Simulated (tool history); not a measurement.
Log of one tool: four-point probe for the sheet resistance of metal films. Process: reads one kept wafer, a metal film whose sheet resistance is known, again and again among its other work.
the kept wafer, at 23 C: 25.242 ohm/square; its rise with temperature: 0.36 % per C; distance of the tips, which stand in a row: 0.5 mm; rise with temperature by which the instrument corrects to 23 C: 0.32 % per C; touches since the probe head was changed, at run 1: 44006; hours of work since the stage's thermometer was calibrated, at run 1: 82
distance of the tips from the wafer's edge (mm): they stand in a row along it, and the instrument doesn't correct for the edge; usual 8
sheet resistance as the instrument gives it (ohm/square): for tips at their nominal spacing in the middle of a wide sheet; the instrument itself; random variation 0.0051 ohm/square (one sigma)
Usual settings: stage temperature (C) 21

run	hour	stage temperature (C)	distance of the tips from the wafer's edge (mm)	touches since the probe head was changed	hours of work since the stage's thermometer was calibrated	sheet resistance as the instrument gives it (ohm/square)
1	0.0	21	8	44006	82	25.191291
2	17.0	21	7	44662	90	25.201786
3	45.5	21	7	45762	105	25.201124
4	72.0	21	7	46790	119	25.182130
5	96.6	21	7	47738	132	25.193888
6	112.1	21	7	48336	140	25.191363
7	134.3	22	8	49196	152	25.189720
8	149.6	22	8	49786	160	25.181690
9	168.8	22	8	50528	170	25.175761
10	199.6	22	8	51720	186	25.190353
11	224.9	19	44	52695	199	25.108989
12	255.2	19	7	53869	215	25.163999
13	288.3	27	3	55147	232	25.539558
14	316.0	27	3	56217	247	25.539078
15	342.5	25	5	57239	261	25.286352
16	363.4	24	8	58047	272	25.188742
17	386.1	26	9	58924	283	25.189866

5 ways to go on from here, each from the tool as it stands after run 17. What would each give?
A	403.0	29	6	59579	292	?
B	403.0	22	73	59579	292	?
C	403.0	26	7	59579	292	?
D	403.0	22	8	59579	292	?
E	403.0	24	68	59579	292	?

run	sheet resistance as the instrument gives it (ohm/square)
A	25.270069
B	25.112267
C	25.212422
D	25.167221
E	25.126199
Without the tool's hidden state the same runs would have given:
run	sheet resistance as the instrument gives it (ohm/square)
A	25.389982
B	25.231137
C	25.331931
D	25.286331
E	25.245231
